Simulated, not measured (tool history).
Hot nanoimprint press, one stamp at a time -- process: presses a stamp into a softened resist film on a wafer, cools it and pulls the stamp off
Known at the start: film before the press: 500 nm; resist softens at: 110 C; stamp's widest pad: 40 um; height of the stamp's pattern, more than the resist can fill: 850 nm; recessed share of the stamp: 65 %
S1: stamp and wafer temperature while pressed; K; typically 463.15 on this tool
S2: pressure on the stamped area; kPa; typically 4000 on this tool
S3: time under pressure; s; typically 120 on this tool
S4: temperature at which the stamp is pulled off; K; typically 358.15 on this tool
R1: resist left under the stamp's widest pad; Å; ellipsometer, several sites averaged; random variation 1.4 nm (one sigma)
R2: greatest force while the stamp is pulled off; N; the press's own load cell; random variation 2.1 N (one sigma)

{"run": 1, "hour": 0.0, "S1": 463.15, "S2": 4000, "S3": 120, "S4": 358.15, "R1": 2237, "R2": 104}
{"run": 2, "hour": 14.9, "S1": 463.15, "S2": 4000, "S3": 120, "S4": 358.15, "R1": 2223, "R2": 100}
{"run": 3, "hour": 45.1, "S1": 463.15, "S2": 4000, "S3": 120, "S4": 358.15, "R1": 2273, "R2": 104}
{"run": 4, "hour": 59.0, "S1": 463.15, "S2": 4000, "S3": 120, "S4": 358.15, "R1": 2258, "R2": 108}
{"run": 5, "hour": 75.4, "S1": 463.15, "S2": 4000, "S3": 120, "S4": 358.15, "R1": 2238, "R2": 109}
{"run": 6, "hour": 106.8, "S1": 463.15, "S2": 4000, "S3": 184, "S4": 358.15, "R1": 1890, "R2": 113}
{"run": 7, "hour": 125.9, "S1": 463.15, "S2": 4000, "S3": 184, "S4": 358.15, "R1": 1924, "R2": 112}
{"run": 8, "hour": 140.7, "S1": 463.15, "S2": 2790, "S3": 72, "S4": 358.15, "R1": 3089, "R2": 115}
{"run": 9, "hour": 166.3, "S1": 463.15, "S2": 2790, "S3": 72, "S4": 358.15, "R1": 3136, "R2": 115}
{"run": 10, "hour": 198.1, "S1": 463.15, "S2": 2790, "S3": 153, "S4": 358.15, "R1": 2468, "R2": 121}
{"run": 11, "hour": 221.0, "S1": 455.15, "S2": 4000, "S3": 120, "S4": 358.15, "R1": 2965, "R2": 126}
{"run": 12, "hour": 249.3, "S1": 455.15, "S2": 4000, "S3": 120, "S4": 358.15, "R1": 2958, "R2": 130}
{"run": 13, "hour": 269.0, "S1": 455.15, "S2": 4000, "S3": 120, "S4": 358.15, "R1": 2986, "R2": 125}
{"hour": 291.0, "done": "stamp cleaned and given a new release coat"}
{"run": 14, "hour": 306.9, "S1": 460.15, "S2": 4000, "S3": 72, "S4": 358.15, "R1": 3011, "R2": 97}

What if the next run were any one of these 5? Each begins from the tool's condition after run 14:
{"run": "A", "hour": 339.5, "S1": 463.15, "S2": 3040, "S3": 162, "S4": 358.15, "R1": "?", "R2": "?"}
{"run": "B", "hour": 339.5, "S1": 462.15, "S2": 3230, "S3": 120, "S4": 349.15, "R1": "?", "R2": "?"}
{"run": "C", "hour": 339.5, "S1": 467.15, "S2": 4000, "S3": 120, "S4": 358.15, "R1": "?", "R2": "?"}
{"run": "D", "hour": 339.5, "S1": 459.15, "S2": 4000, "S3": 120, "S4": 358.15, "R1": "?", "R2": "?"}
{"run": "E", "hour": 339.5, "S1": 460.15, "S2": 4000, "S3": 61, "S4": 352.15, "R1": "?", "R2": "?"}

run=A R1=2335 R2=99
run=B R1=2622 R2=117
run=C R1=2022 R2=97
run=D R1=2638 R2=100
run=E R1=3168 R2=110
Stripped of hidden state, with their random variation kept, the same runs would have yielded:
run=A R1=2184 R2=93
run=B R1=2457 R2=109
run=C R1=1873 R2=90
run=D R1=2454 R2=94
run=E R1=2980 R2=103

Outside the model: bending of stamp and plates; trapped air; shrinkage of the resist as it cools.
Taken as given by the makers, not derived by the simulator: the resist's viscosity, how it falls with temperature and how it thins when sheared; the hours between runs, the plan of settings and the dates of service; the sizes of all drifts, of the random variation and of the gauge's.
